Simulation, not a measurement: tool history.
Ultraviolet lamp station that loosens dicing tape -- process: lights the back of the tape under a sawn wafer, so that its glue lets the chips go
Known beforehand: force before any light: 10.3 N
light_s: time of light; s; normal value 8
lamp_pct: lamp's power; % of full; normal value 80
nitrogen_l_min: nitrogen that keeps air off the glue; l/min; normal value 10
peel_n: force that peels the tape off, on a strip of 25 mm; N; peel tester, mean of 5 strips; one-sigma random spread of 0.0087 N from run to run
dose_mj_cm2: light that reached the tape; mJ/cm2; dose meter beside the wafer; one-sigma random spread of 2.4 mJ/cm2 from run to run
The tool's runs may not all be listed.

| run | day | light_s | lamp_pct | nitrogen_l_min | peel_n | dose_mj_cm2 |
|---|---|---|---|---|---|---|
| 1 | 0.000 | 8 | 80 | 10 | 0.582 | 218 |
| 2 | 2.042 | 8 | 80 | 10 | 0.615 | 212 |
| 3 | 4.479 | 8 | 80 | 10 | 0.611 | 212 |
| 4 | 5.625 | 8 | 80 | 10 | 0.622 | 207 |
| 5 | 7.254 | 8 | 80 | 10 | 0.660 | 206 |
| 6 | 8.829 | 14 | 80 | 10 | 0.267 | 360 |
| 7 | 11.396 | 14 | 80 | 10 | 0.274 | 355 |
| 8 | 12.954 | 8 | 82 | 10 | 0.651 | 207 |
| 9 | 14.971 | 11 | 82 | 10 | 0.376 | 281 |
| 10 | 17.279 | 8 | 80 | 10 | 0.740 | 191 |
| 11 | 18.354 | 7 | 80 | 10 | 0.954 | 165 |
| 12 | 20.358 | 9 | 80 | 10 | 0.614 | 213 |
| 13 | 22.367 | 14 | 80 | 10 | 0.289 | 326 |
| 14 | 23.996 | 8 | 80 | 10 | 0.799 | 188 |
| 15 | 25.104 | 5 | 80 | 10 | 1.888 | 110 |
| 16 | 27.529 | 7 | 80 | 10 | 1.136 | 156 |
| 17 | 29.279 | 8 | 80 | 4 | 1.257 | 182 |
| 18 | 30.925 | 8 | 80 | 4 | 1.287 | 178 |
| 19 | 32.796 | 8 | 70 | 8 | 1.280 | 156 |
| 20 | 34.467 | 8 | 70 | 8 | 1.309 | 155 |
|  | 34.658 | window cleaned of glue's vapour |
| 21 | 36.379 | 4 | 80 | 10 | 2.720 | 88 |
| 22 | 37.679 | 8 | 91 | 6 | 0.855 | 199 |
| 23 | 40.058 | 8 | 62 | 20 | 1.194 | 132 |
| 24 | 42.179 | 8 | 62 | 20 | 1.264 | 136 |
| 25 | 43.962 | 4 | 80 | 10 | 3.019 | 84 |
| 26 | 46.554 | 4 | 80 | 10 | 3.003 | 81 |
| 27 | 47.829 | 4 | 80 | 10 | 2.993 | 84 |
| 28 | 50.167 | 5 | 93 | 4 | 2.517 | 115 |
| 29 | 52.062 | 5 | 80 | 7 | 2.686 | 98 |
|  | 52.467 | lamp changed |
| 30 | 53.525 | 12 | 98 | 17 | 0.231 | 502 |
| 31 | 56.104 | 15 | 95 | 14 | 0.215 | 601 |
| 32 | 57.879 | 15 | 77 | 5 | 0.233 | 490 |
| 33 | 59.221 | 7 | 80 | 5 | 0.668 | 236 |
| 34 | 60.579 | 8 | 80 | 15 | 0.345 | 264 |

Below, some changes in peel_n between adjacent runs. For each, the amount present without the hidden state too (settings, incoming material, random variation) and the amount remaining for the hidden state with gauge scatter not shared by both compared results:
Hidden state at play: lamp's light, % of a new lamp's; light that the window lets through, % of a clean one's; drift of the gauge itself on peel_n, %; drift of the gauge itself on dose_mj_cm2, %.
Run 21 -> 22: light_s 4 -> 8, lamp_pct 80 -> 91, nitrogen_l_min 10 -> 6. peel_n -1.865 N: hidden state -0.867, all else -0.998.
Run 24 -> 25: light_s 8 -> 4, lamp_pct 62 -> 80, nitrogen_l_min 20 -> 10. peel_n +1.755 N: hidden state +0.824, all else +0.931.
Run 29 -> 30: light_s 5 -> 12, lamp_pct 80 -> 98, nitrogen_l_min 7 -> 17, lamp changed. peel_n -2.455 N: hidden state -1.644, all else -0.811.

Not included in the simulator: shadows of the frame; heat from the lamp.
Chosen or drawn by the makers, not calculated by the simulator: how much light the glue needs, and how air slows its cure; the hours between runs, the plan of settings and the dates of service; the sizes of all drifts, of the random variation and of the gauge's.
